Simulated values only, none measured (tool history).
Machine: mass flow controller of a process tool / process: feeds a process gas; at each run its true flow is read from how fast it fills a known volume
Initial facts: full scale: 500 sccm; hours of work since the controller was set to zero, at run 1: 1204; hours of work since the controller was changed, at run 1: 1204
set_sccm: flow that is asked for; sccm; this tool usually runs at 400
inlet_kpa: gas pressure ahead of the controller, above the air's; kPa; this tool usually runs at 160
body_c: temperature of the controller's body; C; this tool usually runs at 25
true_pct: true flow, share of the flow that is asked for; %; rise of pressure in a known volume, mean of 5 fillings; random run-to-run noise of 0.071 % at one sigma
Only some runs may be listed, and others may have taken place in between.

run	day	set_sccm	inlet_kpa	body_c	hours of work since the controller was set to zero	hours of work since the controller was changed	true_pct
1	0.000	400	160	25	1204	1204	99.44
2	3.700	400	160	25	1234	1234	99.36
3	8.362	400	160	25	1273	1273	99.44
4	11.358	400	160	25	1297	1297	99.64
5	14.654	400	160	21	1324	1324	99.61
6	18.904	61	160	25	1359	1359	97.33
7	22.958	400	160	25	1392	1392	99.48
8	25.883	400	160	25	1415	1415	99.35
9	29.808	400	160	25	1447	1447	99.41
10	34.333	350	160	25	1484	1484	99.13
11	36.508	400	203	25	1502	1502	99.32
12	40.967	400	152	25	1538	1538	99.46
13	45.196	400	160	21	1573	1573	99.57
14	48.238	400	160	25	1598	1598	99.39
15	52.071	400	160	25	1629	1629	99.38
16	54.712	400	160	25	1651	1651	99.55
17	57.879	400	160	25	1676	1676	99.41
18	60.650	400	160	25	1699	1699	99.46
19	62.883	426	160	25	1717	1717	99.63
20	67.462	139	160	25	1755	1755	97.77
21	70.267	139	251	25	1778	1778	97.53
22	74.429	206	251	28	1811	1811	97.98
23	77.958	206	251	28	1840	1840	97.79
24	82.050	206	251	28	1874	1874	97.84
25	84.475	206	251	28	1893	1893	97.79
26	87.029	206	251	28	1914	1914	97.94
27	90.862	206	251	28	1946	1946	97.86
28	94.950	71	240	28	1979	1979	97.01
29	98.854	71	240	28	2011	2011	96.89
30	100.875	209	202	21	2027	2027	98.20
31	104.821	209	219	28	2059	2059	98.04
32	107.271	209	219	28	2079	2079	97.95
33	109.600	158	160	24	2098	2098	98.00
34	113.125	158	160	24	2127	2127	98.01
35	117.550	113	160	25	2163	2163	97.51
36	120.392	113	160	25	2186	2186	97.56
37	123.088	82	160	40	2208	2208	96.96
38	124.962	82	160	40	2224	2224	96.98

Below are 3 alternative next runs, each starting from the tool's condition after run 38. Predict each:
A	129.046	61	160	33	2257	2257	?
B	129.046	62	162	28	2257	2257	?
C	129.046	215	206	37	2257	2257	?

run	true_pct
A	97.08
B	97.05
C	97.73
Had the tool no hidden state, the same runs would have come out as:
run	true_pct
A	97.10
B	97.07
C	97.74
